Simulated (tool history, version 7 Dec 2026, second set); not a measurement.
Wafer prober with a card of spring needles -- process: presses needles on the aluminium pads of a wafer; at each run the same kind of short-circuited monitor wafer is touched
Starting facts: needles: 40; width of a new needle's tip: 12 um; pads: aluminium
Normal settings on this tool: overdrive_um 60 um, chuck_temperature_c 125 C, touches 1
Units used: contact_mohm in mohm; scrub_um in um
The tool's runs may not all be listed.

run	hour	overdrive_um	chuck_temperature_c	touches	contact_mohm	scrub_um
1	0.0	60	125	1	287	11.30
# hour 6.2: tips cleaned on abrasive film
2	8.0	60	125	1	287	11.36
# hour 15.8: tips cleaned on abrasive film
# hour 25.4: tips cleaned on abrasive film
3	25.4	60	125	1	283	11.15
# hour 34.1: tips cleaned on abrasive film
4	42.1	60	125	1	293	11.24
# hour 43.7: tips cleaned on abrasive film
# hour 52.1: tips cleaned on abrasive film
5	57.7	60	41	1	269	11.24
# hour 60.8: tips cleaned on abrasive film
# hour 70.1: tips cleaned on abrasive film
6	76.0	60	73	1	279	11.17
# hour 79.2: tips cleaned on abrasive film
# hour 87.7: tips cleaned on abrasive film
7	87.7	60	73	1	270	11.15
# hour 89.1: height of the first contact set anew
# hour 96.7: tips cleaned on abrasive film
8	97.3	74	28	2	252	13.76
# hour 105.3: tips cleaned on abrasive film
9	109.4	74	28	2	254	13.81

Expected results for the next run?
# hour 114.3: tips cleaned on abrasive film
10	118.5	41	119	2	?	?

For run 10 the tool returned contact_mohm 295 mohm, scrub_um 7.20 um.
The same run, on a tool lacking any hidden state, would have yielded contact_mohm 279 mohm, scrub_um 8.24 um.
